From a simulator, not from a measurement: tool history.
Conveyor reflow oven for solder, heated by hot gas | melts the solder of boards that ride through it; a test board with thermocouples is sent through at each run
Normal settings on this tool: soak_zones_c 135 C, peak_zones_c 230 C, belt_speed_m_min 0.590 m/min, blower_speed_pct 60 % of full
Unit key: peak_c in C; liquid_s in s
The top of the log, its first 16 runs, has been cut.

Run 17, day 14.333: usual settings but belt_speed_m_min 0.571 m/min. Result: peak_c 212.2 C, liquid_s 42.4 s.
Run 18, day 15.162: usual settings but belt_speed_m_min 0.571 m/min. Result: peak_c 212.1 C, liquid_s 43.0 s.
Run 19, day 15.825: usual settings but soak_zones_c 122 C, belt_speed_m_min 0.488 m/min. Result: peak_c 213.7 C, liquid_s 49.8 s.
Run 20, day 16.729: usual settings but peak_zones_c 241 C, belt_speed_m_min 0.657 m/min. Result: peak_c 214.0 C, liquid_s 38.7 s.
Run 21, day 17.629: usual settings but blower_speed_pct 58 % of full. Result: peak_c 209.4 C, liquid_s 39.6 s.
At day 17.908: belt drive overhauled, speed set with a stopwatch.
Run 22, day 18.796: usual settings but blower_speed_pct 58 % of full. Result: peak_c 209.4 C, liquid_s 39.1 s.
Run 23, day 19.508: usual settings but peak_zones_c 234 C, belt_speed_m_min 0.640 m/min, blower_speed_pct 58 % of full. Result: peak_c 209.3 C, liquid_s 36.1 s.
At day 20.200: belt drive overhauled, speed set with a stopwatch, once more.
Run 24, day 20.708: usual settings but soak_zones_c 147 C. Result: peak_c 212.4 C, liquid_s 43.9 s.
Run 25, day 21.658: usual settings but blower_speed_pct 66 % of full. Result: peak_c 210.6 C, liquid_s 39.0 s.
Run 26, day 22.342: usual settings but belt_speed_m_min 0.577 m/min, blower_speed_pct 52 % of full. Result: peak_c 208.1 C, liquid_s 38.8 s.
Run 27, day 23.212: usual settings but peak_zones_c 220 C, blower_speed_pct 56 % of full. Result: peak_c 200.0 C, liquid_s 29.6 s.
Run 28, day 23.946: usual settings but peak_zones_c 220 C, blower_speed_pct 56 % of full. Result: peak_c 199.4 C, liquid_s 29.4 s.
At day 24.712: flux residue cleaned out of gas plates and filters.
Run 29, day 25.150: usual settings but soak_zones_c 142 C, peak_zones_c 220 C, blower_speed_pct 50 % of full. Result: peak_c 202.0 C, liquid_s 34.4 s.
Run 30, day 25.971: usual settings but soak_zones_c 142 C, peak_zones_c 220 C, blower_speed_pct 50 % of full. Result: peak_c 202.0 C, liquid_s 34.1 s.
Run 31, day 26.554: usual settings but soak_zones_c 134 C, peak_zones_c 245 C, blower_speed_pct 64 % of full. Result: peak_c 224.3 C, liquid_s 48.9 s.

3 ways to go on from here, each from the tool as it stands after run 31. What would each give?
Run A, day 27.829: usual settings but soak_zones_c 139 C, peak_zones_c 244 C, blower_speed_pct 61 % of full. Result: peak_c ?, liquid_s ?.
Run B, day 27.829: usual settings but soak_zones_c 134 C, peak_zones_c 245 C. Result: peak_c ?, liquid_s ?.
Run C, day 27.829: usual settings but soak_zones_c 142 C, peak_zones_c 239 C, belt_speed_m_min 0.496 m/min, blower_speed_pct 64 % of full. Result: peak_c ?, liquid_s ?.

run  peak_c  liquid_s
  A   223.7      49.1
  B   222.8      48.2
  C   225.6      61.4
Stripped of hidden state, with their random variation kept, the same runs would have yielded:
run  peak_c  liquid_s
  A   225.9      50.0
  B   224.9      49.3
  C   227.6      62.3
